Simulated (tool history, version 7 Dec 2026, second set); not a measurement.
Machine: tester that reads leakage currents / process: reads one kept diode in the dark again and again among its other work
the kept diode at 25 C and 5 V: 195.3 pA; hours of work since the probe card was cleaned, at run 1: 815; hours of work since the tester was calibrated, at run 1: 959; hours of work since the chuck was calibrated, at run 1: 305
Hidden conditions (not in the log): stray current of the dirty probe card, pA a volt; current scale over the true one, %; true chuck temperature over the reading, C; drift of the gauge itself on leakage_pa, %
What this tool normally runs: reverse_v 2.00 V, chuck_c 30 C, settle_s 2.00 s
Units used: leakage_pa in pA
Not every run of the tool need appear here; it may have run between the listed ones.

| run | hour | reverse_v | chuck_c | settle_s | hours of work since the probe card was cleaned | hours of work since the tester was calibrated | hours of work since the chuck was calibrated | leakage_pa |
|---|---|---|---|---|---|---|---|---|
| 1 | 0.0 | 2.00 | 30 | 2.00 | 815 | 959 | 305 | 178.25 |
| 2 | 139.8 | 2.00 | 30 | 2.00 | 888 | 1032 | 379 | 178.54 |
| 3 | 223.6 | 2.00 | 30 | 2.00 | 932 | 1076 | 422 | 180.02 |
| 4 | 293.8 | 2.00 | 30 | 2.00 | 968 | 1113 | 459 | 180.96 |
| 5 | 378.0 | 4.45 | 30 | 2.00 | 1013 | 1157 | 503 | 280.67 |
| 6 | 495.5 | 4.45 | 30 | 2.00 | 1074 | 1218 | 565 | 281.29 |
| 7 | 608.0 | 4.45 | 30 | 2.00 | 1133 | 1277 | 624 | 282.12 |
| 8 | 702.9 | 4.45 | 30 | 0.34 | 1183 | 1327 | 673 | 284.29 |
| 9 | 829.6 | 1.66 | 30 | 2.00 | 1249 | 1393 | 740 | 168.10 |
| 10 | 956.4 | 1.66 | 30 | 2.00 | 1315 | 1460 | 806 | 168.80 |
| 11 | 1033.4 | 1.66 | 30 | 2.00 | 1356 | 1500 | 846 | 170.39 |
|  | 1114.6 | probe card cleaned and baked |
| 12 | 1171.2 | 1.66 | 30 | 2.00 | 30 | 1571 | 917 | 169.76 |
|  | 1196.7 | chuck's temperature calibrated |
| 13 | 1271.4 | 1.66 | 30 | 2.00 | 81 | 1622 | 39 | 153.28 |
| 14 | 1359.9 | 1.66 | 30 | 2.00 | 127 | 1668 | 85 | 153.39 |
| 15 | 1423.9 | 1.66 | 30 | 2.00 | 161 | 1702 | 119 | 154.56 |
| 16 | 1507.8 | 1.66 | 30 | 2.00 | 205 | 1746 | 163 | 153.94 |
| 17 | 1602.4 | 1.66 | 30 | 3.04 | 254 | 1795 | 213 | 155.24 |
| 18 | 1732.4 | 4.46 | 30 | 3.04 | 322 | 1863 | 281 | 265.23 |
| 19 | 1861.1 | 18.42 | 30 | 2.00 | 390 | 1931 | 348 | 569.96 |
| 20 | 1962.8 | 2.00 | 23 | 2.00 | 443 | 1984 | 401 | 103.44 |
|  | 2034.6 | tester calibrated |
| 21 | 2074.9 | 6.12 | 45 | 0.53 | 501 | 21 | 459 | 923.39 |
| 22 | 2197.9 | 5.37 | 39 | 0.53 | 565 | 86 | 523 | 579.56 |
| 23 | 2281.6 | 2.00 | 30 | 4.17 | 609 | 129 | 567 | 180.43 |
| 24 | 2422.3 | 1.50 | 30 | 1.67 | 683 | 203 | 641 | 156.16 |
| 25 | 2540.2 | 1.50 | 22 | 0.69 | 744 | 265 | 703 | 86.50 |
| 26 | 2625.0 | 13.52 | 30 | 2.00 | 789 | 309 | 747 | 512.69 |
| 27 | 2736.5 | 5.42 | 60 | 9.35 | 847 | 368 | 805 | 2301.20 |
| 28 | 2804.0 | 5.42 | 60 | 9.35 | 883 | 403 | 841 | 2300.37 |
| 29 | 2900.5 | 12.01 | 60 | 0.95 | 933 | 453 | 891 | 3513.18 |
| 30 | 2966.3 | 12.01 | 60 | 0.95 | 968 | 488 | 926 | 3537.30 |
|  | 2979.5 | chuck's temperature calibrated |
| 31 | 3041.5 | 12.01 | 21 | 0.48 | 1006 | 526 | 33 | 235.60 |
| 32 | 3165.5 | 12.01 | 21 | 1.46 | 1071 | 591 | 97 | 233.88 |
| 33 | 3255.3 | 12.01 | 21 | 0.67 | 1118 | 638 | 144 | 236.80 |
| 34 | 3380.3 | 2.00 | 30 | 0.45 | 1183 | 704 | 210 | 176.45 |
| 35 | 3488.6 | 2.72 | 26 | 8.56 | 1240 | 760 | 267 | 156.00 |
| 36 | 3594.1 | 2.00 | 28 | 6.73 | 1295 | 816 | 322 | 153.04 |
| 37 | 3688.7 | 1.37 | 51 | 9.28 | 1345 | 865 | 371 | 608.38 |
|  | 3791.1 | probe card cleaned and baked |
| 38 | 3794.5 | 1.37 | 51 | 9.28 | 2 | 919 | 425 | 611.92 |
| 39 | 3924.4 | 1.37 | 51 | 9.28 | 70 | 987 | 493 | 617.89 |
| 40 | 4038.6 | 1.37 | 51 | 9.28 | 130 | 1047 | 553 | 617.16 |

What differs in the tool's unlogged condition from the final listed run ahead of each entry between runs to the first listed run following it?
Between runs 11 and 12: probe card cleaned and baked (hour 1114.6)
  stray current of the dirty probe card, pA a volt: 0.542 -> 0.033; current scale over the true one, %: -1.19 -> -1.25; true chuck temperature over the reading, C: 1.11 -> 1.21
  measured less the result without the state, leakage_pa: +12.20 -> +12.39 pA
Between runs 12 and 13: chuck's temperature calibrated (hour 1196.7)
  stray current of the dirty probe card, pA a volt: 0.033 -> 0.053; current scale over the true one, %: -1.25 -> -1.29; true chuck temperature over the reading, C: 1.21 -> -0.21
  measured less the result without the state, leakage_pa: +12.39 -> -4.35 pA
Between runs 20 and 21: tester calibrated (hour 2034.6)
  stray current of the dirty probe card, pA a volt: 0.194 -> 0.215; current scale over the true one, %: -1.6 -> 0.02; true chuck temperature over the reading, C: 0.26 -> 0.33
  measured less the result without the state, leakage_pa: +0.75 -> +21.55 pA
Between runs 30 and 31: chuck's temperature calibrated (hour 2979.5)
  stray current of the dirty probe card, pA a volt: 0.392 -> 0.406; current scale over the true one, %: -0.38 -> -0.41; true chuck temperature over the reading, C: 0.95 -> -0.04
  measured less the result without the state, leakage_pa: +189.28 -> +2.90 pA
Between runs 37 and 38: probe card cleaned and baked (hour 3791.1)
  stray current of the dirty probe card, pA a volt: 0.531 -> 0.029; current scale over the true one, %: -0.7 -> -0.74; true chuck temperature over the reading, C: 0.37 -> 0.44
  measured less the result without the state, leakage_pa: +10.68 -> +12.53 pA
